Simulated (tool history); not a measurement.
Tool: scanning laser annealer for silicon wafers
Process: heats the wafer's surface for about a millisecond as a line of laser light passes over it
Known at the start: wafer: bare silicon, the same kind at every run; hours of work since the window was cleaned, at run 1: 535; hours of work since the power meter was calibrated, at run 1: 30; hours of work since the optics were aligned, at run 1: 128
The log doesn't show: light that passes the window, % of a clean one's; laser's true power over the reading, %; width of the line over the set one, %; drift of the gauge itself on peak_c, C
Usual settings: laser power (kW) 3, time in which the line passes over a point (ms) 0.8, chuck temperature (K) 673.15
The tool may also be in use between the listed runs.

| run | day | laser power (kW) | time in which the line passes over a point (ms) | chuck temperature (K) | hours of work since the window was cleaned | hours of work since the power meter was calibrated | hours of work since the optics were aligned | highest temperature of the surface (K) |
|---|---|---|---|---|---|---|---|---|
| 1 | 0 | 3 | 0.8 | 673.15 | 535 | 30 | 128 | 1422.15 |
| 2 | 0.212 | 3 | 0.8 | 673.15 | 539 | 34 | 132 | 1418.15 |
| 3 | 0.604 | 3 | 0.8 | 673.15 | 546 | 41 | 140 | 1416.15 |
| 4 | 0.962 | 3 | 0.867 | 673.15 | 553 | 48 | 147 | 1444.15 |
| 5 | 1.221 | 3 | 0.867 | 673.15 | 558 | 53 | 152 | 1442.15 |
| 6 | 1.583 | 3 | 0.867 | 673.15 | 565 | 60 | 159 | 1441.15 |
| 7 | 2.025 | 3 | 0.867 | 681.15 | 573 | 68 | 167 | 1451.15 |
| 8 | 2.325 | 3 | 0.8 | 673.15 | 579 | 74 | 173 | 1416.15 |
| 9 | 2.617 | 3 | 0.8 | 673.15 | 585 | 80 | 178 | 1415.15 |
| 10 | 3.083 | 3 | 0.8 | 673.15 | 594 | 88 | 187 | 1411.15 |
|  | 3.238 | laser's power meter calibrated |
| 11 | 3.558 | 3 | 0.8 | 673.15 | 600 | 6 | 194 | 1414.15 |
| 12 | 4.021 | 3 | 0.8 | 673.15 | 609 | 15 | 203 | 1416.15 |
|  | 4.312 | window over the wafer cleaned |
| 13 | 4.312 | 3 | 0.8 | 673.15 | 0 | 19 | 207 | 1450.15 |
| 14 | 4.662 | 3 | 0.8 | 673.15 | 7 | 26 | 213 | 1449.15 |
| 15 | 4.938 | 3 | 0.8 | 673.15 | 12 | 31 | 218 | 1446.15 |
|  | 5.462 | laser's power meter calibrated, once more |
| 16 | 5.462 | 3 | 0.661 | 673.15 | 19 | 0 | 226 | 1377.15 |
| 17 | 5.917 | 2.583 | 0.661 | 702.15 | 28 | 9 | 235 | 1295.15 |
| 18 | 6.404 | 3.155 | 0.578 | 695.15 | 37 | 18 | 244 | 1398.15 |
| 19 | 6.654 | 3.155 | 0.985 | 695.15 | 42 | 23 | 249 | 1598.15 |
| 20 | 6.912 | 3 | 0.831 | 658.15 | 47 | 28 | 254 | 1441.15 |
| 21 | 7.292 | 3 | 0.831 | 658.15 | 54 | 35 | 261 | 1440.15 |
| 22 | 7.558 | 2.566 | 0.752 | 673.15 | 59 | 40 | 266 | 1298.15 |
| 23 | 7.829 | 3.208 | 0.8 | 673.15 | 64 | 45 | 271 | 1505.15 |
| 24 | 8.183 | 3.208 | 0.8 | 673.15 | 71 | 52 | 278 | 1503.15 |
| 25 | 8.433 | 3.208 | 0.8 | 673.15 | 76 | 56 | 282 | 1501.15 |
| 26 | 8.862 | 3.208 | 0.8 | 673.15 | 84 | 65 | 291 | 1501.15 |
| 27 | 9.254 | 2.929 | 0.834 | 649.15 | 92 | 72 | 298 | 1409.15 |
| 28 | 9.675 | 2.929 | 0.834 | 649.15 | 100 | 80 | 306 | 1409.15 |
| 29 | 10.15 | 2.929 | 0.834 | 649.15 | 109 | 89 | 315 | 1408.15 |
| 30 | 10.425 | 2.929 | 0.834 | 649.15 | 114 | 94 | 320 | 1410.15 |
| 31 | 10.825 | 2.995 | 0.834 | 649.15 | 121 | 102 | 328 | 1425.15 |

Measured less the same run without the tool's hidden state. The same run-to-run variation is in both; the gauge's scatter may not be:
| run | highest temperature of the surface (K) |
|---|---|
| 1 | -32 |
| 2 | -33 |
| 3 | -34 |
| 4 | -35 |
| 5 | -36 |
| 6 | -36 |
| 7 | -36 |
| 8 | -35 |
| 9 | -36 |
| 10 | -36 |
| 11 | -36 |
| 12 | -37 |
| 13 | -2 |
| 14 | -3 |
| 15 | -3 |
| 16 | -6 |
| 17 | -6 |
| 18 | -7 |
| 19 | -9 |
| 20 | -8 |
| 21 | -9 |
| 22 | -8 |
| 23 | -9 |
| 24 | -10 |
| 25 | -11 |
| 26 | -12 |
| 27 | -11 |
| 28 | -11 |
| 29 | -11 |
| 30 | -12 |
| 31 | -13 |
